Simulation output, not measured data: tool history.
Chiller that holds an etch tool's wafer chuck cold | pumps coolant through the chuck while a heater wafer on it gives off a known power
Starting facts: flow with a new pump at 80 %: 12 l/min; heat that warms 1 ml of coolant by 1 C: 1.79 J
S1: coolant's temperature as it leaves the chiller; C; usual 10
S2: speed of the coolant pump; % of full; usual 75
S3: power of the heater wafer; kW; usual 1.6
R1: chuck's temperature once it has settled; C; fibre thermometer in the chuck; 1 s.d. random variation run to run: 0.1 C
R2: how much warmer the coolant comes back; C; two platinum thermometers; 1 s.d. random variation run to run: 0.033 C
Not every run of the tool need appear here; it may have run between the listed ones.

| run | hour | S1 | S2 | S3 | R1 | R2 |
|---|---|---|---|---|---|---|
| 1 | 0 | 10 | 75 | 1.6 | 25.2 | 4.86 |
| 2 | 144 | 10 | 75 | 1.6 | 25.2 | 4.8 |
| 3 | 247.2 | 10 | 98 | 1.6 | 22.1 | 3.61 |
| 4 | 392.5 | 10 | 70 | 1.6 | 26.3 | 5.19 |
| 5 | 574.6 | 3 | 75 | 1.6 | 18.2 | 4.84 |
| 6 | 698.6 | 3 | 75 | 1.6 | 18.3 | 4.81 |
| 7 | 887.7 | 3 | 75 | 1.6 | 18.3 | 4.79 |
| 8 | 981.7 | 3 | 75 | 1.6 | 18.3 | 4.81 |
| 9 | 1157.2 | 10 | 72 | 1.6 | 25.9 | 5 |
| 10 | 1287.6 | 10 | 72 | 1.6 | 26 | 5.01 |
| 11 | 1419.7 | 10 | 75 | 1.599 | 25.4 | 4.81 |
| 12 | 1606.3 | 10 | 75 | 1.599 | 25.2 | 4.77 |
| 13 | 1775.8 | 10 | 75 | 1.599 | 25.5 | 4.82 |
| 14 | 1926.4 | 10 | 75 | 1.599 | 25.3 | 4.83 |
| 15 | 2041.5 | 10 | 75 | 1.599 | 25.3 | 4.8 |
| 16 | 2214.1 | 10 | 75 | 1.599 | 25.4 | 4.8 |
| 17 | 2342.4 | 10 | 89 | 0.832 | 16.9 | 2.1 |
| 18 | 2433.8 | 11 | 61 | 2.4 | 38.4 | 8.99 |
| 19 | 2526.8 | 20 | 61 | 1.809 | 40.8 | 6.82 |
| 20 | 2666 | 20 | 74 | 1.215 | 31.6 | 3.68 |
| 21 | 2763 | 1 | 96 | 2.363 | 19.1 | 5.48 |
| 22 | 2890.7 | 19 | 64 | 0.959 | 29.4 | 3.4 |
| 23 | 3099.1 | 6 | 68 | 1.434 | 20.9 | 4.8 |
| 24 | 3215 | 9 | 99 | 1.417 | 19.6 | 3.16 |
| 25 | 3423.8 | 3 | 94 | 1.417 | 14.2 | 3.38 |
| 26 | 3629.9 | 10 | 73 | 0.896 | 18.8 | 2.76 |
| 27 | 3721.1 | 10 | 73 | 0.857 | 18.3 | 2.6 |
| 28 | 3925.1 | 10 | 73 | 0.857 | 18.5 | 2.63 |
| 29 | 4079.2 | 18 | 72 | 2.179 | 39.6 | 6.81 |
| 30 | 4255 | 18 | 72 | 2.179 | 39.6 | 6.77 |
| 31 | 4451.4 | 18 | 72 | 2.179 | 39.6 | 6.78 |

Removed from this log: 3 entries logged between the listed runs. Between which two listed runs does each belong, and how does the tool's hidden state at the listed run before it compare with that at the listed run after it?
Between runs 12 and 13: coolant changed, channels flushed (hour 1691.8)
  heat passed by the chuck's channels, % of clean ones': 99.9 -> 100
Between runs 25 and 26: chiller's thermometer calibrated (hour 3448.8)
  flow at a given pump speed, % of a new pump's: 99.9 -> 99.8; coolant's true temperature over the reading, C: -0.01 -> 0
Between runs 29 and 30: coolant changed, channels flushed (hour 4255)
  heat passed by the chuck's channels, % of clean ones': 99.9 -> 100

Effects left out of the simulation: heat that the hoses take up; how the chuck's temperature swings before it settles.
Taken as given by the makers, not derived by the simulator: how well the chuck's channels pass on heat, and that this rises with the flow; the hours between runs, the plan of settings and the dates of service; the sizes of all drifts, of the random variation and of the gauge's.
